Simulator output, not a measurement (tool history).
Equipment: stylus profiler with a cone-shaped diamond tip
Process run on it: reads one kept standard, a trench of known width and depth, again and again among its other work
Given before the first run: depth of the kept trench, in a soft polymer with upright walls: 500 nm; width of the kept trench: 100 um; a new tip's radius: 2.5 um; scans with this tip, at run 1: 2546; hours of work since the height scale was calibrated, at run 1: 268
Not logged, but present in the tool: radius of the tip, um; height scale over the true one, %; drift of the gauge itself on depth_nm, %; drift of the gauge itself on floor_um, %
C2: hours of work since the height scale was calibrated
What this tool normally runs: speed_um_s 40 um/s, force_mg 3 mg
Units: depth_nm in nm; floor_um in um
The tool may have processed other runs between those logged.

{"run": 1, "hour": 0.0, "speed_um_s": 40, "force_mg": 3, "scans with this tip": 2546, "C2": 268, "depth_nm": 504.47, "floor_um": 96.51}
{"run": 2, "hour": 13.7, "speed_um_s": 40, "force_mg": 3, "scans with this tip": 2628, "C2": 276, "depth_nm": 504.52, "floor_um": 96.54}
{"run": 3, "hour": 26.8, "speed_um_s": 40, "force_mg": 3, "scans with this tip": 2707, "C2": 285, "depth_nm": 504.24, "floor_um": 96.52}
{"run": 4, "hour": 42.0, "speed_um_s": 40, "force_mg": 3, "scans with this tip": 2797, "C2": 294, "depth_nm": 504.41, "floor_um": 96.48}
{"run": 5, "hour": 56.6, "speed_um_s": 40, "force_mg": 3, "scans with this tip": 2885, "C2": 303, "depth_nm": 504.35, "floor_um": 96.49}
{"run": 6, "hour": 73.1, "speed_um_s": 40, "force_mg": 3, "scans with this tip": 2984, "C2": 314, "depth_nm": 504.45, "floor_um": 96.48}
{"run": 7, "hour": 87.4, "speed_um_s": 40, "force_mg": 3, "scans with this tip": 3069, "C2": 323, "depth_nm": 504.64, "floor_um": 96.51}
{"run": 8, "hour": 96.9, "speed_um_s": 40, "force_mg": 3, "scans with this tip": 3126, "C2": 329, "depth_nm": 504.37, "floor_um": 96.48}
{"run": 9, "hour": 114.5, "speed_um_s": 40, "force_mg": 3, "scans with this tip": 3231, "C2": 340, "depth_nm": 504.34, "floor_um": 96.37}
{"run": 10, "hour": 131.8, "speed_um_s": 40, "force_mg": 3, "scans with this tip": 3334, "C2": 351, "depth_nm": 504.57, "floor_um": 96.46}
{"run": 11, "hour": 148.2, "speed_um_s": 18, "force_mg": 3, "scans with this tip": 3432, "C2": 361, "depth_nm": 504.54, "floor_um": 96.48}
{"run": 12, "hour": 162.7, "speed_um_s": 18, "force_mg": 3, "scans with this tip": 3519, "C2": 370, "depth_nm": 504.52, "floor_um": 96.47}
{"run": 13, "hour": 172.9, "speed_um_s": 40, "force_mg": 1.36, "scans with this tip": 3580, "C2": 376, "depth_nm": 502.62, "floor_um": 96.39}
{"run": 14, "hour": 185.7, "speed_um_s": 40, "force_mg": 1.36, "scans with this tip": 3657, "C2": 384, "depth_nm": 502.94, "floor_um": 96.35}
{"run": 15, "hour": 197.1, "speed_um_s": 40, "force_mg": 1.36, "scans with this tip": 3725, "C2": 392, "depth_nm": 502.81, "floor_um": 96.36}
{"run": 16, "hour": 205.8, "speed_um_s": 40, "force_mg": 3, "scans with this tip": 3777, "C2": 397, "depth_nm": 504.79, "floor_um": 96.33}
{"run": 17, "hour": 218.8, "speed_um_s": 40, "force_mg": 3, "scans with this tip": 3855, "C2": 405, "depth_nm": 504.47, "floor_um": 96.41}
{"run": 18, "hour": 238.8, "speed_um_s": 40, "force_mg": 3, "scans with this tip": 3974, "C2": 418, "depth_nm": 504.73, "floor_um": 96.36}
{"run": 19, "hour": 247.3, "speed_um_s": 40, "force_mg": 3, "scans with this tip": 4026, "C2": 423, "depth_nm": 504.59, "floor_um": 96.38}
{"run": 20, "hour": 260.6, "speed_um_s": 40, "force_mg": 3.87, "scans with this tip": 4105, "C2": 432, "depth_nm": 505.06, "floor_um": 96.33}
{"run": 21, "hour": 274.0, "speed_um_s": 127, "force_mg": 3, "scans with this tip": 4185, "C2": 440, "depth_nm": 504.78, "floor_um": 96.08}
{"run": 22, "hour": 290.0, "speed_um_s": 127, "force_mg": 3, "scans with this tip": 4281, "C2": 450, "depth_nm": 504.71, "floor_um": 96.06}
{"run": 23, "hour": 302.8, "speed_um_s": 22, "force_mg": 3, "scans with this tip": 4357, "C2": 458, "depth_nm": 504.82, "floor_um": 96.34}
{"run": 24, "hour": 313.3, "speed_um_s": 66, "force_mg": 3, "scans with this tip": 4420, "C2": 465, "depth_nm": 504.62, "floor_um": 96.24}
{"run": 25, "hour": 327.1, "speed_um_s": 66, "force_mg": 3, "scans with this tip": 4503, "C2": 473, "depth_nm": 504.93, "floor_um": 96.27}
{"run": 26, "hour": 337.4, "speed_um_s": 19, "force_mg": 8.03, "scans with this tip": 4564, "C2": 480, "depth_nm": 508.71, "floor_um": 96.34}
{"run": 27, "hour": 345.8, "speed_um_s": 19, "force_mg": 8.03, "scans with this tip": 4614, "C2": 485, "depth_nm": 508.64, "floor_um": 96.38}
{"run": 28, "hour": 359.5, "speed_um_s": 10, "force_mg": 3.46, "scans with this tip": 4696, "C2": 494, "depth_nm": 505.17, "floor_um": 96.39}
{"run": 29, "hour": 372.0, "speed_um_s": 61, "force_mg": 6.31, "scans with this tip": 4771, "C2": 502, "depth_nm": 507.42, "floor_um": 96.25}
{"run": 30, "hour": 386.2, "speed_um_s": 108, "force_mg": 3.59, "scans with this tip": 4856, "C2": 511, "depth_nm": 505.15, "floor_um": 96.13}
{"run": 31, "hour": 397.2, "speed_um_s": 40, "force_mg": 1.6, "scans with this tip": 4922, "C2": 517, "depth_nm": 503.22, "floor_um": 96.25}
{"run": 32, "hour": 409.3, "speed_um_s": 16, "force_mg": 2.98, "scans with this tip": 4994, "C2": 525, "depth_nm": 504.92, "floor_um": 96.31}
{"run": 33, "hour": 421.8, "speed_um_s": 27, "force_mg": 2.66, "scans with this tip": 5069, "C2": 533, "depth_nm": 504.45, "floor_um": 96.27}
{"run": 34, "hour": 432.7, "speed_um_s": 27, "force_mg": 2.66, "scans with this tip": 5134, "C2": 540, "depth_nm": 504.41, "floor_um": 96.23}
{"run": 35, "hour": 441.7, "speed_um_s": 35, "force_mg": 8.37, "scans with this tip": 5188, "C2": 545, "depth_nm": 508.98, "floor_um": 96.32}
{"run": 36, "hour": 454.1, "speed_um_s": 121, "force_mg": 2.72, "scans with this tip": 5262, "C2": 553, "depth_nm": 504.33, "floor_um": 95.97}
{"run": 37, "hour": 473.0, "speed_um_s": 128, "force_mg": 1.01, "scans with this tip": 5375, "C2": 565, "depth_nm": 502.7, "floor_um": 95.61}
{"run": 38, "hour": 485.0, "speed_um_s": 128, "force_mg": 1.01, "scans with this tip": 5447, "C2": 573, "depth_nm": 502.86, "floor_um": 95.67}
{"run": 39, "hour": 504.6, "speed_um_s": 111, "force_mg": 2.07, "scans with this tip": 5564, "C2": 585, "depth_nm": 503.99, "floor_um": 95.91}
{"run": 40, "hour": 524.5, "speed_um_s": 23, "force_mg": 2.57, "scans with this tip": 5683, "C2": 598, "depth_nm": 504.59, "floor_um": 96.24}
{"run": 41, "hour": 538.6, "speed_um_s": 23, "force_mg": 2.57, "scans with this tip": 5768, "C2": 606, "depth_nm": 504.65, "floor_um": 96.19}

Branching from run 41: 4 alternative next runs. What would each branch give?
{"run": "A", "hour": 557.6, "speed_um_s": 74, "force_mg": 1.62, "scans with this tip": 5881, "C2": 618, "depth_nm": "?", "floor_um": "?"}
{"run": "B", "hour": 557.6, "speed_um_s": 35, "force_mg": 6.16, "scans with this tip": 5881, "C2": 618, "depth_nm": "?", "floor_um": "?"}
{"run": "C", "hour": 557.6, "speed_um_s": 49, "force_mg": 1.36, "scans with this tip": 5881, "C2": 618, "depth_nm": "?", "floor_um": "?"}
{"run": "D", "hour": 557.6, "speed_um_s": 21, "force_mg": 5.92, "scans with this tip": 5881, "C2": 618, "depth_nm": "?", "floor_um": "?"}

run=A depth_nm=503.85 floor_um=95.97
run=B depth_nm=507.08 floor_um=96.25
run=C depth_nm=503.05 floor_um=96.09
run=D depth_nm=507.42 floor_um=96.24
Without the tool's unlogged condition, the same runs would have read:
run=A depth_nm=502.88 floor_um=96.68
run=B depth_nm=506.1 floor_um=96.96
run=C depth_nm=502.08 floor_um=96.8
run=D depth_nm=506.44 floor_um=96.95

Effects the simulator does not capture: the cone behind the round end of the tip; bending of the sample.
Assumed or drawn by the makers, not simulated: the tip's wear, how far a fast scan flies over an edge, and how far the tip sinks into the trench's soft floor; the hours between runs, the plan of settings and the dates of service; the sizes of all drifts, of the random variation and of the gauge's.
